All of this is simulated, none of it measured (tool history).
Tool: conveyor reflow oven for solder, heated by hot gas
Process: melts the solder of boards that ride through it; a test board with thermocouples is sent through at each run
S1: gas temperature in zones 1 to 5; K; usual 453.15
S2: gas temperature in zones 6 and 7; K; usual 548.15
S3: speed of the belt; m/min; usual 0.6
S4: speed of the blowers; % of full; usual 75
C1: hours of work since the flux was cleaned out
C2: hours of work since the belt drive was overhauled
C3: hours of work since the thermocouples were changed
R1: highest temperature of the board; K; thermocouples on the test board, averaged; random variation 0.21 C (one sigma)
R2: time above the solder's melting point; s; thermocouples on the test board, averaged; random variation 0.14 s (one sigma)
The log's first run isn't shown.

run 2 day=0.379 | S1=453.15 S2=548.15 S3=0.6 S4=75 | C1=177 C2=252 C3=742 | R1=533.75 R2=59.4
run 3 day=1.029 | S1=453.15 S2=548.15 S3=0.6 S4=75 | C1=189 C2=264 C3=754 | R1=533.65 R2=59.3
run 4 day=1.758 | S1=453.15 S2=548.15 S3=0.6 S4=75 | C1=202 C2=277 C3=768 | R1=534.05 R2=59.2
run 5 day=2.212 | S1=453.15 S2=548.15 S3=0.6 S4=75 | C1=211 C2=286 C3=776 | R1=533.35 R2=59.1
run 6 day=2.883 | S1=453.15 S2=548.15 S3=0.6 S4=75 | C1=223 C2=298 C3=789 | R1=533.65 R2=59
run 7 day=3.338 | S1=453.15 S2=548.15 S3=0.6 S4=75 | C1=232 C2=307 C3=797 | R1=533.15 R2=58.8
run 8 day=3.946 | S1=453.15 S2=548.15 S3=0.6 S4=67 | C1=243 C2=318 C3=808 | R1=531.75 R2=57.7
run 9 day=4.342 | S1=453.15 S2=548.15 S3=0.6 S4=67 | C1=250 C2=325 C3=816 | R1=531.75 R2=57.5
run 10 day=4.85 | S1=453.15 S2=548.15 S3=0.6 S4=67 | C1=259 C2=334 C3=825 | R1=531.35 R2=57.3
run 11 day=5.488 | S1=445.15 S2=548.15 S3=0.6 S4=75 | C1=271 C2=346 C3=837 | R1=532.05 R2=55.5
-- day=5.858 flux residue cleaned out of gas plates and filters
run 12 day=6.212 | S1=453.15 S2=548.15 S3=0.6 S4=75 | C1=7 C2=356 C3=846 | R1=531.55 R2=57.8
run 13 day=6.596 | S1=453.15 S2=548.15 S3=0.6 S4=75 | C1=14 C2=363 C3=853 | R1=531.35 R2=57.7
run 14 day=7.062 | S1=453.15 S2=548.15 S3=0.6 S4=75 | C1=22 C2=372 C3=862 | R1=531.65 R2=57.8
run 15 day=7.492 | S1=453.15 S2=546.15 S3=0.6 S4=75 | C1=30 C2=379 C3=870 | R1=529.75 R2=56.8
run 16 day=8.292 | S1=453.15 S2=546.15 S3=0.6 S4=75 | C1=45 C2=394 C3=885 | R1=529.75 R2=56.6
run 17 day=8.871 | S1=460.15 S2=546.15 S3=0.552 S4=75 | C1=56 C2=405 C3=895 | R1=533.55 R2=67.1
-- day=9.488 flux residue cleaned out of gas plates and filters, once more
run 18 day=9.879 | S1=460.15 S2=546.15 S3=0.552 S4=75 | C1=7 C2=420 C3=910 | R1=537.75 R2=69.5
run 19 day=10.538 | S1=460.15 S2=546.15 S3=0.552 S4=75 | C1=19 C2=432 C3=922 | R1=537.65 R2=69.5

Run 20 comes next. What will it give?
run 20 day=11.229 | S1=463.15 S2=540.15 S3=0.705 S4=74 | C1=32 C2=445 C3=935 | R1=? R2=?

{"run 20": {"R1": 525.85, "R2": 49.7}}
Without the tool's hidden state the same run would have given R1 524.65 K, R2 48.9 s.

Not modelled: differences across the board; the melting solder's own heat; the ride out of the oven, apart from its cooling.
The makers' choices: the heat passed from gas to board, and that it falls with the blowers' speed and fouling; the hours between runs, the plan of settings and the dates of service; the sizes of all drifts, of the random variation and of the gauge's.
